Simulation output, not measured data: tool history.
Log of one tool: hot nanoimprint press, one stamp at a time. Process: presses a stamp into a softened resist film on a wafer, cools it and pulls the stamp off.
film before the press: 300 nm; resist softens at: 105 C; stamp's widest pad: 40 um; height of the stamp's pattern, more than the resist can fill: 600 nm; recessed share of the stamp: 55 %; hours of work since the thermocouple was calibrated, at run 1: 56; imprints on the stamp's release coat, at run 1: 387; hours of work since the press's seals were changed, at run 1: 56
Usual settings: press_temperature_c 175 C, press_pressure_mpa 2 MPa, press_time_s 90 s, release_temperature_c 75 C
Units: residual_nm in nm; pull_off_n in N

run   hour  press_temperature_c  press_pressure_mpa  press_time_s  release_temperature_c  hours of work since the thermocouple was calibrated  imprints on the stamp's release coat  hours of work since the press's seals were changed  residual_nm  pull_off_n
  1      0                  175                   2            90                     75                                                   56                                   387                                                  56        145.1         211
  2   11.4                  184                   2            90                     75                                                   63                                   434                                                  63        100.4         219
  3   17.5                  184                   2            90                     75                                                   67                                   459                                                  67           99         226
  4   29.3                  184                   2           110                     75                                                   74                                   507                                                  74         91.4         220
  5   41.5                  184                   2           110                     75                                                   81                                   557                                                  81         93.5         218
  6     47                  184                   2           110                     75                                                   84                                   580                                                  84         92.1         230
  7     54                  175                   2            90                     75                                                   88                                   608                                                  88        143.7         235
  8   62.8                  175                   2            90                     75                                                   93                                   644                                                  93        144.8         231
  9   70.6                  175                   2            90                     75                                                   98                                   676                                                  98        144.3         237
 10   77.4                  175                2.21            90                     75                                                  102                                   704                                                 102        141.6         229
 11   83.8                  175                2.21            90                     75                                                  106                                   730                                                 106        140.9         238
 12   88.7                  175                 2.7            90                     75                                                  109                                   750                                                 109        128.2         233
 13   98.2                  175                 2.7            90                     75                                                  114                                   789                                                 114        128.3         237
 14  110.1                  175                   2            90                     75                                                  121                                   837                                                 121        146.2         241
 15  115.3                  172                   2            74                     75                                                  124                                   859                                                 124          177         240
 16  122.3                  172                   2            74                     75                                                  129                                   888                                                 129        173.6         240
 17  134.2                  175                2.02            90                     75                                                  136                                   936                                                 136        147.7         238
 18  139.3                  181                2.46           152                     80                                                  139                                   957                                                 139           83         205
 19  149.5                  175                   2           130                     79                                                  145                                   999                                                 145        127.7         221
 20  160.1                  181                2.35            75                     75                                                  151                                  1042                                                 151        115.6         251
 21  170.4                  181                2.35            75                     75                                                  157                                  1084                                                 157          115         241
 22    181                  177                1.67            90                     75                                                  163                                  1128                                                 163        145.7         244
 23  189.6                  177                1.67            90                     75                                                  169                                  1163                                                 169        146.1         253
 24  197.6                  175                1.78            57                     63                                                  173                                  1195                                                 173        181.8         324
 25  202.5                  172                2.98            50                     63                                                  176                                  1216                                                 176        176.4         326
 26  208.1                  172                2.98            50                     63                                                  180                                  1238                                                 180        177.1         331
 27  213.1                  172                2.98            50                     63                                                  183                                  1259                                                 183        174.6         345

Forecast each of these 5 alternatives for the next run:
     226.3  -- stamp cleaned and given a new release coat
  A   229                  180                1.34           122                     75                                                  188                                    11                                                 188            ?           ?
     226.3  -- stamp cleaned and given a new release coat
  B   229                  163                   2            90                     75                                                  188                                    11                                                 188            ?           ?
     226.3  -- stamp cleaned and given a new release coat
  C   229                  175                2.26           119                     68                                                  188                                    11                                                 188            ?           ?
     226.3  -- stamp cleaned and given a new release coat
  D   229                  177                1.92            50                     71                                                  188                                    11                                                 188            ?           ?
     226.3  -- stamp cleaned and given a new release coat
  E   229                  175                1.49            90                     75                                                  188                                    11                                                 188            ?           ?

run  residual_nm  pull_off_n
  A        126.7         201
  B        227.1         206
  C        125.7         251
  D        170.8         230
  E          167         209
Without the tool's hidden state the same runs would have given:
run  residual_nm  pull_off_n
  A        121.2         195
  B        219.8         200
  C        119.6         244
  D        164.2         224
  E        160.2         203
